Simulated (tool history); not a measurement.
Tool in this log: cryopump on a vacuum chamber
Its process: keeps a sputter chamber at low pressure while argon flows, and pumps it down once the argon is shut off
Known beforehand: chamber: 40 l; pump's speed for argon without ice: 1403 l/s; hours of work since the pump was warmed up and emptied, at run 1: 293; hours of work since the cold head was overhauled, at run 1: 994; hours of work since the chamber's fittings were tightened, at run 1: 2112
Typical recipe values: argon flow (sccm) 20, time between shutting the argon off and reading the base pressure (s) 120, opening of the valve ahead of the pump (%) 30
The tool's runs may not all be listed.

run,day,argon flow (sccm),time between shutting the argon off and reading the base pressure (s),opening of the valve ahead of the pump (%),hours of work since the pump was warmed up and emptied,hours of work since the cold head was overhauled,hours of work since the chamber's fittings were tightened,pressure while argon flows (Pa),pressure after the wait (uPa)
1,0,20,120,30,293,994,2112,0.0855,0.97
2,2.725,20,120,17,320,1021,2139,0.1461,0.99
3,3.95,20,28,30,332,1034,2151,0.0849,1.66
4,5.692,20,270,30,349,1051,2168,0.0851,0.9
5,7.712,20,105,30,369,1071,2188,0.0854,1.05
6,10.15,20,105,30,394,1095,2213,0.086,1.11
7,11.242,20,20,30,404,1106,2223,0.0858,2.2
8,13.738,20,20,30,429,1131,2248,0.0865,2.16
9,15.95,35,271,30,451,1153,2270,0.1522,0.95
10,18.483,20,63,30,476,1178,2295,0.0879,1.36
11,20.267,15,120,55,494,1196,2313,0.0387,1.17
12,21.833,36,263,21,510,1211,2329,0.2216,1.01
13,24.175,22,263,18,533,1235,2352,0.1552,1.04
14,26.779,33,31,28,559,1261,2378,0.1569,1.79
# day 27.288: leaking fittings of the chamber tightened, without venting
15,29.121,25,47,30,581,1283,18,0.1116,0.87

Predict each of these 5 candidate next runs independently; none follows another, all start after run 15:
A,30.546,25,153,30,596,1297,32,?,?
B,30.546,9,47,19,596,1297,32,?,?
C,30.546,20,161,20,596,1297,32,?,?
D,30.546,25,85,28,596,1297,32,?,?
E,30.546,25,47,16,596,1297,32,?,?

run,pressure while argon flows (Pa),pressure after the wait (uPa)
A,0.1135,0.5
B,0.0615,0.92
C,0.1291,0.52
D,0.1208,0.67
E,0.2006,0.88
With no hidden state in the tool, these same runs would have given:
run,pressure while argon flows (Pa),pressure after the wait (uPa)
A,0.1016,0.37
B,0.0572,0.79
C,0.1196,0.4
D,0.1088,0.55
E,0.1887,0.76
